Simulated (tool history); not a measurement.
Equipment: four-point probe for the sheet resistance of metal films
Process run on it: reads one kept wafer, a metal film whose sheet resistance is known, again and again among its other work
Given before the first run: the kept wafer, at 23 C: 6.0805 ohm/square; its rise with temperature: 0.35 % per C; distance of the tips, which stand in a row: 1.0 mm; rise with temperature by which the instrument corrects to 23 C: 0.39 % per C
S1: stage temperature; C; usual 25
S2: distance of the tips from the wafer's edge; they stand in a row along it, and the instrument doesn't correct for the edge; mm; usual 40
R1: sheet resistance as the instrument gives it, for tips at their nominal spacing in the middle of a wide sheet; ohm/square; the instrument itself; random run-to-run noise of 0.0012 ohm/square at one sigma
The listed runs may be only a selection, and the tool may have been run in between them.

run 1 hour=0.0 | S1=25 S2=40 | R1=6.076458
run 2 hour=8.7 | S1=26 S2=40 | R1=6.075412
run 3 hour=25.1 | S1=26 S2=40 | R1=6.073924
run 4 hour=35.2 | S1=25 S2=40 | R1=6.075498
run 5 hour=49.1 | S1=25 S2=56 | R1=6.076759
run 6 hour=63.5 | S1=34 S2=40 | R1=6.056758
run 7 hour=77.1 | S1=34 S2=40 | R1=6.056064
run 8 hour=89.9 | S1=34 S2=40 | R1=6.057412
run 9 hour=102.5 | S1=34 S2=40 | R1=6.058520
run 10 hour=113.6 | S1=25 S2=5 | R1=6.199946
run 11 hour=122.2 | S1=26 S2=5 | R1=6.201029
run 12 hour=133.2 | S1=25 S2=50 | R1=6.078010
run 13 hour=141.5 | S1=22 S2=40 | R1=6.083061
run 14 hour=151.6 | S1=22 S2=40 | R1=6.082019
run 15 hour=166.7 | S1=26 S2=40 | R1=6.073979
run 16 hour=182.5 | S1=26 S2=40 | R1=6.072219
run 17 hour=192.8 | S1=25 S2=7 | R1=6.139410
run 18 hour=209.3 | S1=20 S2=40 | R1=6.087896
run 19 hour=219.0 | S1=20 S2=40 | R1=6.088588
run 20 hour=237.4 | S1=25 S2=5 | R1=6.202415
run 21 hour=254.6 | S1=25 S2=5 | R1=6.201678
run 22 hour=265.2 | S1=25 S2=5 | R1=6.199909
run 23 hour=281.5 | S1=25 S2=40 | R1=6.075996
run 24 hour=295.6 | S1=29 S2=12 | R1=6.085220
run 25 hour=306.3 | S1=26 S2=18 | R1=6.081585
-- hour=308.1 stage's thermometer calibrated
run 26 hour=318.9 | S1=26 S2=18 | R1=6.081664
run 27 hour=335.8 | S1=30 S2=22 | R1=6.070247
run 28 hour=350.7 | S1=30 S2=22 | R1=6.071301
run 29 hour=367.4 | S1=34 S2=57 | R1=6.055731
run 30 hour=380.1 | S1=18 S2=43 | R1=6.091971
run 31 hour=392.2 | S1=18 S2=20 | R1=6.096098
run 32 hour=403.4 | S1=20 S2=58 | R1=6.086798
run 33 hour=411.3 | S1=19 S2=58 | R1=6.088246
-- hour=418.8 stage's thermometer calibrated, once more
run 34 hour=425.7 | S1=19 S2=58 | R1=6.086553
run 35 hour=436.1 | S1=25 S2=40 | R1=6.076120
run 36 hour=444.1 | S1=22 S2=4 | R1=6.278279
run 37 hour=461.7 | S1=31 S2=11 | R1=6.084624
run 38 hour=479.9 | S1=22 S2=4 | R1=6.278681
run 39 hour=492.6 | S1=25 S2=16 | R1=6.084999
run 40 hour=509.2 | S1=22 S2=22 | R1=6.086481
run 41 hour=518.4 | S1=25 S2=32 | R1=6.073929
run 42 hour=532.2 | S1=24 S2=12 | R1=6.096497
run 43 hour=541.7 | S1=24 S2=12 | R1=6.096923
run 44 hour=550.5 | S1=21 S2=4 | R1=6.278221
run 45 hour=562.3 | S1=31 S2=16 | R1=6.073390
run 46 hour=573.4 | S1=31 S2=16 | R1=6.070973

Alternative continuations, all from the tool just after run 46; predict every row:
run A hour=585.7 | S1=25 S2=3 | R1=?
run B hour=585.7 | S1=29 S2=12 | R1=?
run C hour=585.7 | S1=18 S2=73 | R1=?

run=A R1=6.415623
run=B R1=6.084646
run=C R1=6.088349
Without the tool's unlogged condition, the same runs would have read:
run=A R1=6.420143
run=B R1=6.088959
run=C R1=6.092649
